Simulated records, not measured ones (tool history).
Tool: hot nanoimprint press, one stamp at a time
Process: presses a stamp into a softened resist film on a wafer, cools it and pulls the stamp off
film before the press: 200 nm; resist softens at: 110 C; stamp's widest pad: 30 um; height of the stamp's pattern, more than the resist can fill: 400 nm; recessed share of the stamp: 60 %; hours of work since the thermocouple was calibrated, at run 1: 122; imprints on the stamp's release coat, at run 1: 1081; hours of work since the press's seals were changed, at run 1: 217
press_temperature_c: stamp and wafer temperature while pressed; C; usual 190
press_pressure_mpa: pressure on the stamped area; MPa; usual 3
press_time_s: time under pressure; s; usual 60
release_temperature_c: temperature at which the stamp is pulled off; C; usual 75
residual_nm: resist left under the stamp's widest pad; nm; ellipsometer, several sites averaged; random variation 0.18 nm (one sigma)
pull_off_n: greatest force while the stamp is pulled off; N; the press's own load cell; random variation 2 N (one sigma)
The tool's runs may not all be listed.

run,hour,press_temperature_c,press_pressure_mpa,press_time_s,release_temperature_c,hours of work since the thermocouple was calibrated,imprints on the stamp's release coat,hours of work since the press's seals were changed,residual_nm,pull_off_n
1,0,190,3,60,75,122,1081,217,86.7,139
2,6.6,190,3,47,75,126,1107,221,94.7,141
3,10.6,190,3,47,75,128,1123,223,94.9,138
4,18.1,190,3,60,75,133,1153,228,86.8,141
5,24,190,3,60,75,136,1176,231,86.7,141
6,33.3,200,3,60,75,142,1214,237,63,143
# hour 37: plate thermocouple calibrated
7,41.9,200,3,60,75,3,1236,240,62.5,141

Run 8 comes next. What will it give?
8,48.4,198,2.1,38,67,7,1262,244,?,?

{"run 8": {"residual_nm": 94.6, "pull_off_n": 153}}
Without the tool's hidden state the same run would have given residual_nm 95.5 nm, pull_off_n 135 N.

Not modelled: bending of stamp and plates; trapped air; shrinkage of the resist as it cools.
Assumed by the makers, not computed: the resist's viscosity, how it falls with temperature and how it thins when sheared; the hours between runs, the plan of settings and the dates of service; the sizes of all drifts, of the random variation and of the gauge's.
